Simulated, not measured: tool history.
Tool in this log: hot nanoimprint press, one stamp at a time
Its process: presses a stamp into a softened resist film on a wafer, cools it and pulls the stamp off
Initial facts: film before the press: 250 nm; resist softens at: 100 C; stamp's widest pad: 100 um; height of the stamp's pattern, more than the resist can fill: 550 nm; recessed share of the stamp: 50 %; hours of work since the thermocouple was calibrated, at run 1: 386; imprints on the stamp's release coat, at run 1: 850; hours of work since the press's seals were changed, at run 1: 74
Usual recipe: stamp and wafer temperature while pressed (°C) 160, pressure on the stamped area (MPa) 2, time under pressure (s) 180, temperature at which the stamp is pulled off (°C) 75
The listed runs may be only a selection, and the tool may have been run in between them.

run	hour	stamp and wafer temperature while pressed (°C)	pressure on the stamped area (MPa)	time under pressure (s)	temperature at which the stamp is pulled off (°C)	hours of work since the thermocouple was calibrated	imprints on the stamp's release coat	hours of work since the press's seals were changed	resist left under the stamp's widest pad (nm)	greatest force while the stamp is pulled off (N)
1	0	160	2	180	75	386	850	74	137.6	243
2	48.1	160	2	180	75	408	932	96	136.9	246
3	74.7	160	2	180	75	421	977	108	135.4	235
4	97.6	156	2	180	75	431	1015	119	159.4	250
5	140	156	2	180	75	451	1087	138	156.6	248
6	185.9	156	2	92	75	472	1165	159	185.6	249
7	226.9	156	2	92	75	491	1234	178	184.2	251
8	258.3	156	2	92	75	505	1288	193	186.5	240
# hour 286.3: plate thermocouple calibrated
9	300.2	156	2	92	75	6	1353	210	183.1	249
10	330.2	156	2	92	75	20	1404	224	183.1	249
11	378.2	156	2	92	75	42	1485	246	180.2	244
12	425.6	156	2	92	75	64	1566	268	181.6	241
13	451.6	156	2	92	75	76	1610	280	178	241
14	491.3	162	2.8	281	75	94	1677	298	85.4	247
15	535.7	156	2.8	281	75	115	1752	319	112.4	254
# hour 561.5: plate thermocouple calibrated, once more
16	572.5	156	2.8	281	75	5	1809	334	130.6	270
17	614	160	2.29	351	75	24	1880	354	110.7	265
18	661.8	160	2.29	351	75	46	1960	376	108.6	272
19	703.8	160	2.29	196	76	66	2032	395	134.1	260
20	739.6	152	3.14	142	77	82	2092	411	172.9	265

Describe how what the log doesn't record of the tool's condition differs between the last listed run preceding each entry between runs and the first listed run following it.
In the gap between runs 8 and 9: plate thermocouple calibrated (hour 286.3)
  true temperature over the reading, C: 2.21 -> 2.91; pressure that arrives at the usual setting, %: 98.5 -> 98.37; grip of the stamp's worn release coat, % over a new coat's: 12.5 -> 13.2
  difference, measured minus the result without the unlogged condition, resist left under the stamp's widest pad (nm): -10 -> -13.5; greatest force while the stamp is pulled off (N): +18 -> +17
In the gap between runs 15 and 16: plate thermocouple calibrated, once more (hour 561.5)
  true temperature over the reading, C: 3.39 -> 0.2; pressure that arrives at the usual setting, %: 97.61 -> 97.51; grip of the stamp's worn release coat, % over a new coat's: 17.1 -> 17.7
  difference, measured minus the result without the unlogged condition, resist left under the stamp's widest pad (nm): -15.8 -> +1; greatest force while the stamp is pulled off (N): +23 -> +39
